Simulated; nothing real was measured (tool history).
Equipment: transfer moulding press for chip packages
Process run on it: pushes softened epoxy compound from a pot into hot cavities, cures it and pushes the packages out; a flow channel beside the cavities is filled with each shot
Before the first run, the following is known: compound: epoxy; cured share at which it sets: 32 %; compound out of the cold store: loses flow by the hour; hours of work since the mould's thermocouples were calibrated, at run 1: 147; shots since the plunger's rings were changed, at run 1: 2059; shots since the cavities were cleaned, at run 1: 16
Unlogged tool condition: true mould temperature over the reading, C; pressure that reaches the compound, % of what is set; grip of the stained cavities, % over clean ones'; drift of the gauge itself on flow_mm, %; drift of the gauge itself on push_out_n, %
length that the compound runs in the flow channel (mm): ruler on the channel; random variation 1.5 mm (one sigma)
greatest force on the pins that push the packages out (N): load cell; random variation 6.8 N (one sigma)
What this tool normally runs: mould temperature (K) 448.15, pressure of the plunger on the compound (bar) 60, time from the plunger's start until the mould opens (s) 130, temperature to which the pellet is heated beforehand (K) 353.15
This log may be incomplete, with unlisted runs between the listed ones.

run	hour	mould temperature (K)	pressure of the plunger on the compound (bar)	time from the plunger's start until the mould opens (s)	temperature to which the pellet is heated beforehand (K)	hours of work since the mould's thermocouples were calibrated	shots since the plunger's rings were changed	shots since the cavities were cleaned	incoming compound's hours out of the cold store	length that the compound runs in the flow channel (mm)	greatest force on the pins that push the packages out (N)
1	0	448.15	60	130	353.15	147	2059	16	22.6	682	296
2	20.9	448.15	60	130	353.15	157	2210	167	16.6	696	344
3	49.5	451.15	60	130	353.15	172	2417	374	44	638	343
4	72.8	451.15	60	130	353.15	184	2585	542	35.3	647	374
# hour 81.5: cavities cleaned with cleaning compound and waxed
5	88.6	451.15	60	130	353.15	191	2688	51	47.3	630	292
6	102	448.15	60	130	353.15	198	2785	148	9.7	698	357
# hour 127.5: plunger's sealing rings changed
7	128.6	448.15	59	130	353.15	211	8	322	42.3	667	371
8	156.4	448.15	60	129	353.15	225	209	523	22.2	701	392
# hour 166.7: cavities cleaned with cleaning compound and waxed
9	176.3	448.15	63.5	130	353.15	235	342	70	10.8	739	319
10	189.6	448.15	60	130	353.15	241	438	166	13.4	716	329
11	207.8	448.15	60	130	353.15	251	570	298	32.9	682	359
12	230.8	448.15	60	130	353.15	263	736	464	19.6	702	383
13	242.6	448.15	60	130	353.15	269	821	549	46.7	658	393
# hour 249: cavities cleaned with cleaning compound and waxed
14	259.9	448.15	60	130	353.15	277	936	79	9.9	717	298
15	283.6	448.15	60	130	353.15	289	1107	250	33	676	336
16	304.1	448.15	60	154	348.15	299	1255	398	41.3	663	344
# hour 332.9: cavities cleaned with cleaning compound and waxed
17	334.6	450.15	49.4	161	353.15	314	1465	12	20.9	622	254
18	357.6	446.15	74.2	116	363.15	326	1631	178	27.4	768	435
19	379.8	446.15	74.2	116	363.15	338	1792	339	43.8	734	466
20	403	447.15	74.2	116	363.15	350	1959	506	18.2	776	465
# hour 415.8: cavities cleaned with cleaning compound and waxed
21	421.6	447.15	74.2	116	363.15	358	2083	43	32.1	750	348
22	443.6	448.15	60	137	353.15	370	2242	202	10.8	704	322
23	455.5	444.15	60	130	353.15	376	2328	288	14.4	712	451
24	479.3	444.15	64.7	130	350.15	388	2500	460	44.1	692	463
25	494.7	444.15	64.7	130	350.15	396	2611	571	16.8	734	480
# hour 498.6: cavities cleaned with cleaning compound and waxed
26	515.3	455.15	64.7	111	347.15	406	2749	120	38.1	656	295
# hour 544.9: plunger's sealing rings changed
27	544.9	455.15	64.7	111	347.15	420	0	316	26.7	693	338
28	557.5	455.15	67.4	145	349.15	426	91	407	33.8	696	314
29	571.2	455.15	71	145	349.15	433	190	506	21.5	736	337

Measured minus without-hidden-state, run by run (identical run-to-run variation in each term; gauge scatter may differ):
run	length that the compound runs in the flow channel (mm)	greatest force on the pins that push the packages out (N)
1	-18	+11
2	-20	+56
3	-20	+84
4	-22	+105
5	-22	+24
6	-26	+57
7	+0	+92
8	-2	+113
9	-4	+26
10	-4	+54
11	-5	+82
12	-7	+107
13	-7	+118
14	-8	+29
15	-10	+70
16	-11	+90
17	-11	+6
18	-16	+72
19	-16	+110
20	-19	+132
21	-20	+18
22	-21	+56
23	-22	+97
24	-22	+125
25	-25	+138
26	-23	+40
27	-3	+79
28	-3	+84
29	-4	+96
